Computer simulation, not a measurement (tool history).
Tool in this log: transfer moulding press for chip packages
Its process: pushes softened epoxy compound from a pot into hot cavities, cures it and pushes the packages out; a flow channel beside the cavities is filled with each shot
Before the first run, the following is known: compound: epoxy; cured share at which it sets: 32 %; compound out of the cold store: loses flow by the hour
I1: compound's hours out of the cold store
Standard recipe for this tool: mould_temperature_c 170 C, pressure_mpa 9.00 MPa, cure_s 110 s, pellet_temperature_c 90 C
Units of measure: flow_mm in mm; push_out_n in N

{"run": 1, "hour": 0.0, "mould_temperature_c": 170, "pressure_mpa": 9.0, "cure_s": 110, "pellet_temperature_c": 90, "I1": 43.5, "flow_mm": 550, "push_out_n": 393}
{"run": 2, "hour": 54.6, "mould_temperature_c": 170, "pressure_mpa": 9.0, "cure_s": 127, "pellet_temperature_c": 90, "I1": 27.0, "flow_mm": 605, "push_out_n": 413}
{"run": 3, "hour": 84.7, "mould_temperature_c": 170, "pressure_mpa": 9.0, "cure_s": 127, "pellet_temperature_c": 90, "I1": 9.2, "flow_mm": 628, "push_out_n": 307}
{"run": 4, "hour": 140.4, "mould_temperature_c": 170, "pressure_mpa": 9.0, "cure_s": 127, "pellet_temperature_c": 90, "I1": 23.2, "flow_mm": 602, "push_out_n": 416}
{"run": 5, "hour": 181.5, "mould_temperature_c": 170, "pressure_mpa": 9.0, "cure_s": 117, "pellet_temperature_c": 90, "I1": 35.0, "flow_mm": 583, "push_out_n": 307}
{"run": 6, "hour": 242.5, "mould_temperature_c": 170, "pressure_mpa": 9.0, "cure_s": 117, "pellet_temperature_c": 90, "I1": 41.0, "flow_mm": 570, "push_out_n": 428}
{"run": 7, "hour": 279.0, "mould_temperature_c": 170, "pressure_mpa": 7.51, "cure_s": 110, "pellet_temperature_c": 90, "I1": 33.3, "flow_mm": 525, "push_out_n": 345}
{"run": 8, "hour": 318.7, "mould_temperature_c": 170, "pressure_mpa": 8.0, "cure_s": 110, "pellet_temperature_c": 90, "I1": 39.6, "flow_mm": 532, "push_out_n": 435}
{"run": 9, "hour": 345.2, "mould_temperature_c": 170, "pressure_mpa": 8.0, "cure_s": 110, "pellet_temperature_c": 90, "I1": 12.8, "flow_mm": 565, "push_out_n": 490}
{"run": 10, "hour": 388.1, "mould_temperature_c": 170, "pressure_mpa": 8.0, "cure_s": 110, "pellet_temperature_c": 90, "I1": 37.5, "flow_mm": 559, "push_out_n": 370}
{"run": 11, "hour": 437.1, "mould_temperature_c": 170, "pressure_mpa": 9.0, "cure_s": 110, "pellet_temperature_c": 90, "I1": 33.2, "flow_mm": 594, "push_out_n": 462}
{"run": 12, "hour": 472.6, "mould_temperature_c": 170, "pressure_mpa": 9.0, "cure_s": 110, "pellet_temperature_c": 90, "I1": 43.1, "flow_mm": 578, "push_out_n": 298}
{"run": 13, "hour": 504.3, "mould_temperature_c": 170, "pressure_mpa": 9.0, "cure_s": 110, "pellet_temperature_c": 90, "I1": 18.7, "flow_mm": 612, "push_out_n": 390}
{"run": 14, "hour": 565.1, "mould_temperature_c": 170, "pressure_mpa": 9.0, "cure_s": 110, "pellet_temperature_c": 90, "I1": 35.8, "flow_mm": 581, "push_out_n": 517}
{"run": 15, "hour": 607.7, "mould_temperature_c": 178, "pressure_mpa": 7.09, "cure_s": 129, "pellet_temperature_c": 86, "I1": 29.7, "flow_mm": 501, "push_out_n": 327}
{"run": 16, "hour": 660.8, "mould_temperature_c": 177, "pressure_mpa": 9.0, "cure_s": 94, "pellet_temperature_c": 90, "I1": 24.8, "flow_mm": 566, "push_out_n": 431}
{"run": 17, "hour": 721.7, "mould_temperature_c": 177, "pressure_mpa": 9.0, "cure_s": 94, "pellet_temperature_c": 90, "I1": 11.1, "flow_mm": 581, "push_out_n": 393}
{"run": 18, "hour": 786.6, "mould_temperature_c": 177, "pressure_mpa": 9.0, "cure_s": 94, "pellet_temperature_c": 90, "I1": 33.6, "flow_mm": 574, "push_out_n": 308}
{"run": 19, "hour": 841.1, "mould_temperature_c": 177, "pressure_mpa": 9.0, "cure_s": 94, "pellet_temperature_c": 90, "I1": 36.7, "flow_mm": 566, "push_out_n": 415}
{"run": 20, "hour": 888.2, "mould_temperature_c": 177, "pressure_mpa": 9.0, "cure_s": 94, "pellet_temperature_c": 90, "I1": 34.6, "flow_mm": 562, "push_out_n": 305}
{"run": 21, "hour": 926.6, "mould_temperature_c": 170, "pressure_mpa": 10.88, "cure_s": 110, "pellet_temperature_c": 90, "I1": 15.2, "flow_mm": 672, "push_out_n": 461}
{"run": 22, "hour": 956.9, "mould_temperature_c": 170, "pressure_mpa": 9.0, "cure_s": 114, "pellet_temperature_c": 90, "I1": 47.6, "flow_mm": 562, "push_out_n": 451}
{"run": 23, "hour": 1016.0, "mould_temperature_c": 170, "pressure_mpa": 9.0, "cure_s": 114, "pellet_temperature_c": 90, "I1": 38.2, "flow_mm": 569, "push_out_n": 400}
{"run": 24, "hour": 1073.7, "mould_temperature_c": 170, "pressure_mpa": 9.0, "cure_s": 147, "pellet_temperature_c": 99, "I1": 35.3, "flow_mm": 569, "push_out_n": 221}
{"run": 25, "hour": 1120.4, "mould_temperature_c": 170, "pressure_mpa": 9.0, "cure_s": 147, "pellet_temperature_c": 99, "I1": 11.5, "flow_mm": 630, "push_out_n": 355}
{"run": 26, "hour": 1184.3, "mould_temperature_c": 170, "pressure_mpa": 9.93, "cure_s": 110, "pellet_temperature_c": 90, "I1": 25.5, "flow_mm": 634, "push_out_n": 343}
{"run": 27, "hour": 1213.5, "mould_temperature_c": 171, "pressure_mpa": 7.27, "cure_s": 110, "pellet_temperature_c": 93, "I1": 16.5, "flow_mm": 547, "push_out_n": 382}

Put back what was entered between runs (17 entries, withheld): which listed runs does each sit between, and how does the hidden state differ from the listed run before to the listed run after?
Runs 1 to 2: plunger's sealing rings changed (hour 28.4)
  true mould temperature over the reading, C: -0.05 -> -0.11; pressure that reaches the compound, % of what is set: 89.88 -> 99.08; grip of the stained cavities, % over clean ones': 38.6 -> 70.4
  measured less the result without the state, flow_mm: -31 -> -3 mm; push_out_n: +110 -> +172 N
Runs 2 to 3: cavities cleaned with cleaning compound and waxed (hour 68.9)
  true mould temperature over the reading, C: -0.11 -> -0.14; pressure that reaches the compound, % of what is set: 99.08 -> 98.24; grip of the stained cavities, % over clean ones': 70.4 -> 22
  measured less the result without the state, flow_mm: -3 -> -5 mm; push_out_n: +172 -> +57 N
Runs 4 to 5: cavities cleaned with cleaning compound and waxed (hour 169.7)
  true mould temperature over the reading, C: -0.2 -> -0.25; pressure that reaches the compound, % of what is set: 96.74 -> 95.53; grip of the stained cavities, % over clean ones': 65.3 -> 15
  measured less the result without the state, flow_mm: -10 -> -13 mm; push_out_n: +165 -> +43 N
Runs 6 to 7: cavities cleaned with cleaning compound and waxed (hour 268.8)
  true mould temperature over the reading, C: -0.31 -> -0.35; pressure that reaches the compound, % of what is set: 93.86 -> 92.88; grip of the stained cavities, % over clean ones': 65.1 -> 14.5
  measured less the result without the state, flow_mm: -17 -> -19 mm; push_out_n: +172 -> +49 N
Runs 9 to 10: cavities cleaned with cleaning compound and waxed (hour 367.3); plunger's sealing rings changed (hour 385.9)
  true mould temperature over the reading, C: -0.42 -> -0.46; pressure that reaches the compound, % of what is set: 90.96 -> 99.78; grip of the stained cavities, % over clean ones': 67.6 -> 23.6
  measured less the result without the state, flow_mm: -26 -> +1 mm; push_out_n: +207 -> +78 N
Runs 11 to 12: cavities cleaned with cleaning compound and waxed (hour 470.9)
  true mould temperature over the reading, C: -0.51 -> -0.55; pressure that reaches the compound, % of what is set: 98.49 -> 97.49; grip of the stained cavities, % over clean ones': 63.4 -> 3.7
  measured less the result without the state, flow_mm: -3 -> -6 mm; push_out_n: +187 -> +20 N
Runs 14 to 15: cavities cleaned with cleaning compound and waxed (hour 569.9)
  true mould temperature over the reading, C: -0.64 -> -0.69; pressure that reaches the compound, % of what is set: 94.97 -> 93.83; grip of the stained cavities, % over clean ones': 75.5 -> 44.3
  measured less the result without the state, flow_mm: -13 -> -15 mm; push_out_n: +234 -> +101 N
Runs 15 to 16: mould's thermocouples calibrated (hour 633.9)
  true mould temperature over the reading, C: -0.69 -> 0.19; pressure that reaches the compound, % of what is set: 93.83 -> 92.48; grip of the stained cavities, % over clean ones': 44.3 -> 75.3
  measured less the result without the state, flow_mm: -15 -> -23 mm; push_out_n: +101 -> +186 N
Runs 16 to 17: cavities cleaned with cleaning compound and waxed (hour 672.0)
  true mould temperature over the reading, C: 0.19 -> 0.13; pressure that reaches the compound, % of what is set: 92.48 -> 90.87; grip of the stained cavities, % over clean ones': 75.3 -> 53.4
  measured less the result without the state, flow_mm: -23 -> -29 mm; push_out_n: +186 -> +136 N
Runs 17 to 18: plunger's sealing rings changed (hour 746.1); cavities cleaned with cleaning compound and waxed (hour 774.0)
  true mould temperature over the reading, C: 0.13 -> 0.05; pressure that reaches the compound, % of what is set: 90.87 -> 98.89; grip of the stained cavities, % over clean ones': 53.4 -> 19.1
  measured less the result without the state, flow_mm: -29 -> -3 mm; push_out_n: +136 -> +49 N
Runs 19 to 20: cavities cleaned with cleaning compound and waxed (hour 873.6)
  true mould temperature over the reading, C: -0.01 -> -0.05; pressure that reaches the compound, % of what is set: 97.39 -> 96.13; grip of the stained cavities, % over clean ones': 64.1 -> 19.6
  measured less the result without the state, flow_mm: -7 -> -11 mm; push_out_n: +163 -> +50 N
Runs 22 to 23: cavities cleaned with cleaning compound and waxed (hour 974.6)
  true mould temperature over the reading, C: -0.12 -> -0.18; pressure that reaches the compound, % of what is set: 94.31 -> 92.8; grip of the stained cavities, % over clean ones': 71.3 -> 46.3
  measured less the result without the state, flow_mm: -16 -> -21 mm; push_out_n: +188 -> +130 N
Runs 23 to 24: cavities cleaned with cleaning compound and waxed (hour 1073.7)
  true mould temperature over the reading, C: -0.18 -> -0.25; pressure that reaches the compound, % of what is set: 92.8 -> 91.27; grip of the stained cavities, % over clean ones': 46.3 -> 0.6
  measured less the result without the state, flow_mm: -21 -> -26 mm; push_out_n: +130 -> +2 N
Runs 24 to 25: plunger's sealing rings changed (hour 1104.2)
  true mould temperature over the reading, C: -0.25 -> -0.29; pressure that reaches the compound, % of what is set: 91.27 -> 99.28; grip of the stained cavities, % over clean ones': 0.6 -> 47.1
  measured less the result without the state, flow_mm: -26 -> -1 mm; push_out_n: +2 -> +113 N
Runs 25 to 26: cavities cleaned with cleaning compound and waxed (hour 1175.5)
  true mould temperature over the reading, C: -0.29 -> -0.36; pressure that reaches the compound, % of what is set: 99.28 -> 97.57; grip of the stained cavities, % over clean ones': 47.1 -> 12.8
  measured less the result without the state, flow_mm: -1 -> -6 mm; push_out_n: +113 -> +44 N
